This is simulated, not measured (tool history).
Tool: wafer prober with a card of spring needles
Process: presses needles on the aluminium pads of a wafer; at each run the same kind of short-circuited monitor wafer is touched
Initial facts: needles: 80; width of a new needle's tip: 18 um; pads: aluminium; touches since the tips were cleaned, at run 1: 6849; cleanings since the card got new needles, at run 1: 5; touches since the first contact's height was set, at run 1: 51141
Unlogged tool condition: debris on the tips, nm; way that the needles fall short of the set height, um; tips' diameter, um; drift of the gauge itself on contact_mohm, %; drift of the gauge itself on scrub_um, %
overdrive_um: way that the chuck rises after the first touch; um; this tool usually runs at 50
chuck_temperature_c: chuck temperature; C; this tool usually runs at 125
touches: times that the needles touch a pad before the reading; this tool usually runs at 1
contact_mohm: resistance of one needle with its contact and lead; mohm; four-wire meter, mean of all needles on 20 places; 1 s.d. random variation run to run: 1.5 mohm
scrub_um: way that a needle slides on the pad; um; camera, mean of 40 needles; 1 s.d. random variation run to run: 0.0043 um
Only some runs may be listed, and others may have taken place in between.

run    day  overdrive_um  chuck_temperature_c  touches  touches since the tips were cleaned  cleanings since the card got new needles  touches since the first contact's height was set  contact_mohm  scrub_um
  1      0            50                  125        1                                 6849                                         5                                             51141           163      6.97
     0.312  -- tips cleaned on abrasive film
  2  0.608            50                  125        1                                 1594                                         6                                             54412           152     6.963
  3  0.929            50                   55        1                                 3346                                         6                                             56164           157     6.964
  4  1.512            56                  125        1                                 6505                                         6                                             59323           160     7.803
  5  1.804            56                  125        1                                 8077                                         6                                             60895           159     7.804
     1.867  -- tips cleaned on abrasive film
  6    2.4            56                  125        1                                 2894                                         7                                             64096           154     7.793
  7  2.917            56                  125        1                                 5710                                         7                                             66912           161     7.795
     3.412  -- tips cleaned on abrasive film
  8  3.512            50                  125        1                                  523                                         8                                             70097           142     6.951
  9  3.933            50                  125        1                                 2807                                         8                                             72381           159     6.949
     4.142  -- height of the first contact set anew
 10  4.562            50                  125        1                                 6153                                         8                                              2267           166     6.936
     4.971  -- tips cleaned on abrasive film
 11  5.221            50                  125        1                                 1354                                         9                                              5813           154     6.918

Run 12 is up next; what results do you expect?
 12  5.858            50                  125        1                                 4817                                         9                                              9276             ?         ?

{"run 12": {"contact_mohm": 164, "scrub_um": 6.917}}
If the tool had no hidden condition, the same run with the same run-to-run variation would have returned contact_mohm 134 mohm, scrub_um 6.995 um.
